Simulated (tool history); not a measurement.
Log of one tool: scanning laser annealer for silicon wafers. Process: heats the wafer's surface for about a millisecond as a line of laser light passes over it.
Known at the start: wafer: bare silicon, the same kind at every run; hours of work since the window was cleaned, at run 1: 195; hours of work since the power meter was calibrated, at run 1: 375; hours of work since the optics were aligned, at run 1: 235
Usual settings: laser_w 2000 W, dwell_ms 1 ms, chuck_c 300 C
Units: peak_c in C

run,hour,laser_w,dwell_ms,chuck_c,hours of work since the window was cleaned,hours of work since the power meter was calibrated,hours of work since the optics were aligned,peak_c
1,0,2000,1,300,195,375,235,1024
2,18.3,2000,1,300,209,389,249,1022
3,27.2,2000,1,300,215,395,255,1020
4,39.6,2000,1,300,224,404,264,1021
5,56.6,2000,1,300,236,417,277,1021
6,66.8,2000,1,300,244,424,284,1017
7,85.4,1879,1,300,257,438,298,977
8,102.6,1879,1,300,270,450,310,975
9,119.2,1887,1,300,282,462,322,975
10,133.3,2000,1,300,292,473,333,1017
11,146.1,1851,1,300,302,482,342,962
12,162.8,1851,1,300,314,494,354,963
13,173.5,1851,0.97,300,322,502,362,951
14,193.5,1851,0.97,300,336,517,377,951
15,204.7,1851,0.97,300,345,525,385,944
16,223.1,1851,0.97,300,358,538,398,948
17,241.4,2044,0.75,304,371,552,412,927
18,258.4,2000,1,326,384,564,424,1037
19,267.9,1892,1,321,391,571,431,995
20,288.2,1892,1,321,405,586,446,992
21,308.3,1848,1,300,420,600,460,953
22,329,1848,1,300,435,616,476,957
23,345.7,1967,0.75,275,448,628,488,873
24,365.6,2184,0.84,320,462,642,502,1023

Forecast run 25:
25,383.5,1870,0.94,300,475,655,515,?

{"run 25": {"peak_c": 940}}
Without the tool's hidden state the same run would have given peak_c 965 C.

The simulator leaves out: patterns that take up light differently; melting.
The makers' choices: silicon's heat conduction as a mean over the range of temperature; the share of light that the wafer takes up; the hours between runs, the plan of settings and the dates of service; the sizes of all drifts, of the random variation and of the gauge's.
